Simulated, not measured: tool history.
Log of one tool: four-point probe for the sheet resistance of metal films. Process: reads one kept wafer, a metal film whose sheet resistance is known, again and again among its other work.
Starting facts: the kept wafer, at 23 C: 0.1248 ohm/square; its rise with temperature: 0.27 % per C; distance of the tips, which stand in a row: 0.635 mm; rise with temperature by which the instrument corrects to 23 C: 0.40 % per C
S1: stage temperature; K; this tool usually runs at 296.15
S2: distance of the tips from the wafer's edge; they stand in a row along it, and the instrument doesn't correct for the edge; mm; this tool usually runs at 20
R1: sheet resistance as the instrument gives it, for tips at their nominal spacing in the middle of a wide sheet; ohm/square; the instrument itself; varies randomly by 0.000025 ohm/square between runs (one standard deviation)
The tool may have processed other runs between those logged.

run 1 hour=0 | S1=296.15 S2=20 | R1=0.123717
run 2 hour=48.5 | S1=296.15 S2=20 | R1=0.123686
run 3 hour=131.4 | S1=298.15 S2=20 | R1=0.123395
run 4 hour=234.6 | S1=298.15 S2=20 | R1=0.123377
run 5 hour=336.5 | S1=298.15 S2=34 | R1=0.123286
run 6 hour=421.7 | S1=305.15 S2=20 | R1=0.122247
run 7 hour=512.9 | S1=305.15 S2=20 | R1=0.12224
run 8 hour=565.3 | S1=305.15 S2=20 | R1=0.122213
run 9 hour=616 | S1=296.15 S2=11 | R1=0.123705
-- hour=671.5 stage's thermometer calibrated
run 10 hour=715.8 | S1=296.15 S2=20 | R1=0.123671
run 11 hour=812.6 | S1=296.15 S2=20 | R1=0.123646
run 12 hour=920.2 | S1=296.15 S2=20 | R1=0.123596
run 13 hour=972.3 | S1=296.15 S2=20 | R1=0.123622
run 14 hour=1030.3 | S1=297.15 S2=20 | R1=0.123441
run 15 hour=1105 | S1=296.15 S2=20 | R1=0.123569
run 16 hour=1164.2 | S1=296.15 S2=20 | R1=0.123566
run 17 hour=1260.5 | S1=296.15 S2=31 | R1=0.123463
-- hour=1300.1 stage's thermometer calibrated, once more
run 18 hour=1350.2 | S1=296.15 S2=31 | R1=0.123269
run 19 hour=1403.3 | S1=293.15 S2=20 | R1=0.123702
run 20 hour=1451.6 | S1=304.15 S2=20 | R1=0.122022
run 21 hour=1549.5 | S1=296.15 S2=20 | R1=0.123209
run 22 hour=1629 | S1=296.15 S2=20 | R1=0.12321
run 23 hour=1709.4 | S1=304.15 S2=4 | R1=0.123482
run 24 hour=1819 | S1=304.15 S2=4 | R1=0.123519
run 25 hour=1883.5 | S1=296.15 S2=7 | R1=0.123585
run 26 hour=1959.9 | S1=298.15 S2=9 | R1=0.123073
run 27 hour=2028.6 | S1=298.15 S2=5 | R1=0.123804
run 28 hour=2140.5 | S1=307.15 S2=5 | R1=0.122445
run 29 hour=2220.5 | S1=293.15 S2=25 | R1=0.123563
run 30 hour=2301.6 | S1=293.15 S2=25 | R1=0.123506
run 31 hour=2355.8 | S1=296.15 S2=5 | R1=0.12406
run 32 hour=2411.3 | S1=299.15 S2=19 | R1=0.12262
run 33 hour=2508.7 | S1=299.15 S2=19 | R1=0.122564
run 34 hour=2597.5 | S1=299.15 S2=3 | R1=0.125371
run 35 hour=2667.4 | S1=299.15 S2=3 | R1=0.12542
run 36 hour=2766 | S1=299.15 S2=3 | R1=0.125286
run 37 hour=2847.2 | S1=295.15 S2=18 | R1=0.123093
run 38 hour=2948.5 | S1=297.15 S2=20 | R1=0.122773
run 39 hour=3010.2 | S1=292.15 S2=16 | R1=0.123586
run 40 hour=3061 | S1=292.15 S2=16 | R1=0.123573

What will run 41 give?
run 41 hour=3132.8 | S1=298.15 S2=5 | R1=?

{"run 41": {"R1": 0.123569}}
With the hidden condition absent and the run-to-run variation left alone, this run would have shown R1 0.125566 ohm/square.
